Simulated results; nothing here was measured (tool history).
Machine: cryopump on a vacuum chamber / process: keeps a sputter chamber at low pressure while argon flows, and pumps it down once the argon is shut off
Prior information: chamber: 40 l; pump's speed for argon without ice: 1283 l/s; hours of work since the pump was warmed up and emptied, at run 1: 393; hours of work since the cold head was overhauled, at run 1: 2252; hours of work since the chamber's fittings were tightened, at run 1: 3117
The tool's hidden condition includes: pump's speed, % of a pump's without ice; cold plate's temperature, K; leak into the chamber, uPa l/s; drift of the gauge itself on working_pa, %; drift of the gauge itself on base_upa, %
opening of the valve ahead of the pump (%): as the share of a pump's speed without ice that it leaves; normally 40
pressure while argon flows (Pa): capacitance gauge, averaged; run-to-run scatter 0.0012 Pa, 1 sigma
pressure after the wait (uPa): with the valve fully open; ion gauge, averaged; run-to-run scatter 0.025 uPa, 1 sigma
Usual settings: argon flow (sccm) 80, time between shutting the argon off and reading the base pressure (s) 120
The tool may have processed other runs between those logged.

| run | day | argon flow (sccm) | time between shutting the argon off and reading the base pressure (s) | opening of the valve ahead of the pump (%) | hours of work since the pump was warmed up and emptied | hours of work since the cold head was overhauled | hours of work since the chamber's fittings were tightened | pressure while argon flows (Pa) | pressure after the wait (uPa) |
|---|---|---|---|---|---|---|---|---|---|
| 1 | 0 | 80 | 120 | 40 | 393 | 2252 | 3117 | 0.2805 | 4 |
| 2 | 3.346 | 80 | 120 | 40 | 463 | 2322 | 3188 | 0.2827 | 4.13 |
|  | 5.092 | leaking fittings of the chamber tightened, without venting |
| 3 | 5.092 | 80 | 120 | 40 | 497 | 2357 | 0 | 0.2833 | 1.11 |
| 4 | 6.629 | 80 | 39 | 40 | 530 | 2389 | 32 | 0.2841 | 2.74 |
| 5 | 8.454 | 80 | 39 | 40 | 568 | 2427 | 70 | 0.2877 | 2.85 |
| 6 | 10.892 | 80 | 39 | 40 | 619 | 2478 | 121 | 0.2888 | 2.91 |
| 7 | 12.433 | 80 | 39 | 40 | 651 | 2511 | 154 | 0.289 | 2.9 |
| 8 | 14.892 | 63 | 41 | 53 | 703 | 2562 | 205 | 0.1799 | 2.83 |
| 9 | 18.1 | 63 | 41 | 53 | 770 | 2629 | 272 | 0.1808 | 2.9 |
| 10 | 21.225 | 80 | 286 | 35 | 835 | 2695 | 338 | 0.3371 | 1.05 |
| 11 | 22.762 | 126 | 92 | 19 | 867 | 2727 | 370 | 0.9272 | 1.77 |
|  | 23.183 | pump warmed up, emptied and cooled again |
| 12 | 25.475 | 79 | 47 | 57 | 48 | 2779 | 422 | 0.1862 | 2.54 |

3 ways to go on from here, each from the tool as it stands after run 12. What would each give?
| A | 28.842 | 66 | 43 | 40 | 118 | 2850 | 493 | ? | ? |
| B | 28.842 | 80 | 20 | 40 | 118 | 2850 | 493 | ? | ? |
| C | 28.842 | 80 | 69 | 21 | 118 | 2850 | 493 | ? | ? |

| run | pressure while argon flows (Pa) | pressure after the wait (uPa) |
|---|---|---|
| A | 0.2245 | 2.88 |
| B | 0.2697 | 5.39 |
| C | 0.507 | 2.09 |
Stripped of hidden state, with their random variation kept, the same runs would have yielded:
| run | pressure while argon flows (Pa) | pressure after the wait (uPa) |
|---|---|---|
| A | 0.2188 | 2.42 |
| B | 0.2628 | 4.93 |
| C | 0.5001 | 1.62 |

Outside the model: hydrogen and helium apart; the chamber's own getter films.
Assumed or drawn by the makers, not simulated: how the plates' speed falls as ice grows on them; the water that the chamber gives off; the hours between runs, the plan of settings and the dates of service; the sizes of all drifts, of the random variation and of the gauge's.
